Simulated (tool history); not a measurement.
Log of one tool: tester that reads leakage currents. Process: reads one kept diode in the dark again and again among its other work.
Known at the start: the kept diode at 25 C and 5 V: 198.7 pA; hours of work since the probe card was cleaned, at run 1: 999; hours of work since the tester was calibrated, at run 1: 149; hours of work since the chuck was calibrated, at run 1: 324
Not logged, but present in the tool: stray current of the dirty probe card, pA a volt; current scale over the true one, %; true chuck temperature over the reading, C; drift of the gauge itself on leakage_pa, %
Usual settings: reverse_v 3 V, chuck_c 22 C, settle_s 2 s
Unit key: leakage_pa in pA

run     day  reverse_v  chuck_c  settle_s  hours of work since the probe card was cleaned  hours of work since the tester was calibrated  hours of work since the chuck was calibrated  leakage_pa
  1       0          3       22         2                                             999                                            149                                           324      122.27
  2   3.538          3       22         2                                            1040                                            190                                           365      121.98
  3   6.779        8.2       22         2                                            1077                                            228                                           402      190.27
  4     9.9          3       22      4.78                                            1114                                            264                                           438      122.41
  5  11.829          3       22      4.78                                            1136                                            286                                           461      121.92
     12.458  -- probe card cleaned and baked
  6   13.55          3       31         2                                              13                                            305                                           479       270.1
  7  15.292          3       22         2                                              33                                            325                                           500      121.37
  8  17.138          3       22      0.39                                              54                                            346                                           521      121.53
  9    19.6          3       30         2                                              83                                            375                                           550      247.51
 10  21.496       1.32       22         2                                             105                                            397                                           572        84.5
 11  23.838       7.24       22         2                                             132                                            424                                           599      174.93
 12  25.779          3       22         2                                             154                                            447                                           621      120.45
 13  27.912          3       22         2                                             179                                            471                                           646      120.56
 14  29.883          3       22         2                                             202                                            494                                           669      120.98
 15  32.725          3       22         2                                             235                                            527                                           702      119.88
 16  36.375          3       22         2                                             277                                            569                                           744      119.92
 17  39.392      12.11       31      7.26                                             312                                            604                                           779      489.31
 18  41.279      12.11       29      7.26                                             334                                            626                                           801      409.88
 19  43.179       1.49       29      2.12                                             356                                            648                                           823      164.87
 20  45.283       6.67       56      2.62                                             381                                            673                                           847     2799.81
 21  46.783       6.67       56      2.62                                             398                                            690                                           865     2794.12
 22  49.146      18.45       22       0.6                                             425                                            717                                           892      267.35
 23  52.288        1.6       22      0.86                                             462                                            754                                           928       91.17
 24  55.854        1.2       22         2                                             503                                            795                                           970       79.98
     58.829  -- chuck's temperature calibrated
 25  58.896      13.35       22         2                                             537                                            830                                             1      236.46

What does the tool deliver on the next run?
 26  61.075      13.35       22         2                                             563                                            855                                            26           ?

Logged for run 26: leakage_pa 234.72 pA.
Had the tool carried no hidden state, the very same run would have given leakage_pa 230.89 pA.

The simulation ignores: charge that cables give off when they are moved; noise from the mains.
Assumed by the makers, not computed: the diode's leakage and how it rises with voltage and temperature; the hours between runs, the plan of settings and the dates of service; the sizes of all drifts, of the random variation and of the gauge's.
